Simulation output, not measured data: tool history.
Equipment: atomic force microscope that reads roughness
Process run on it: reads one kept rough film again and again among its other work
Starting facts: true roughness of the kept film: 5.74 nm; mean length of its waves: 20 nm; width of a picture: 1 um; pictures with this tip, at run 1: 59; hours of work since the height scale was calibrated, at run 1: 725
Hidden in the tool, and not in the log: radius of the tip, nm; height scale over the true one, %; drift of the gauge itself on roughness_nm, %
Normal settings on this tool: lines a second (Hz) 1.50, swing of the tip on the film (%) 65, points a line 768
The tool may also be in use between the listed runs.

run   hour  lines a second (Hz)  swing of the tip on the film (%)  points a line  pictures with this tip  hours of work since the height scale was calibrated  roughness of the kept film (nm (root mean square))
  1    0.0                 1.50                                65            768                      59                                                  725                                               4.042
  2   46.0                 1.50                                65            737                     139                                                  751                                               3.800
  3   88.0                 1.50                                65            737                     211                                                  776                                               3.548
     120.0  -- new tip fitted
  4  126.2                 1.50                                65            300                      11                                                  798                                               4.184
  5  197.2                 1.50                                65            300                     133                                                  839                                               3.671
  6  249.8                 1.50                                65            300                     224                                                  870                                               3.440
     278.3  -- new tip fitted
  7  330.6                 1.50                                65            300                      91                                                  917                                               3.826
  8  392.6                 3.81                                84            429                     198                                                  953                                               3.081
     400.3  -- height scale calibrated on a step standard
     436.2  -- new tip fitted
  9  458.5                 3.81                                88            677                      39                                                   34                                               3.506
 10  499.0                 3.81                                88            677                     109                                                   57                                               3.261
 11  540.2                 3.81                                88            677                     180                                                   81                                               3.083

Alternative continuations, all from the tool just after run 11; predict every row:
     592.4  -- new tip fitted
  A  606.5                 1.16                                78            677                      25                                                  120                                                   ?
     592.4  -- new tip fitted
  B  606.5                 1.50                                65            297                      25                                                  120                                                   ?
     592.4  -- new tip fitted
  C  606.5                 0.76                                86            677                      25                                                  120                                                   ?
     592.4  -- new tip fitted
  D  606.5                 2.14                                88            586                      25                                                  120                                                   ?

run  roughness of the kept film (nm (root mean square))
  A                                               4.109
  B                                               4.067
  C                                               4.116
  D                                               3.861
Take away the tool's hidden state, keep each run's random variation, and the runs would have read:
run  roughness of the kept film (nm (root mean square))
  A                                               4.282
  B                                               4.238
  C                                               4.289
  D                                               4.023
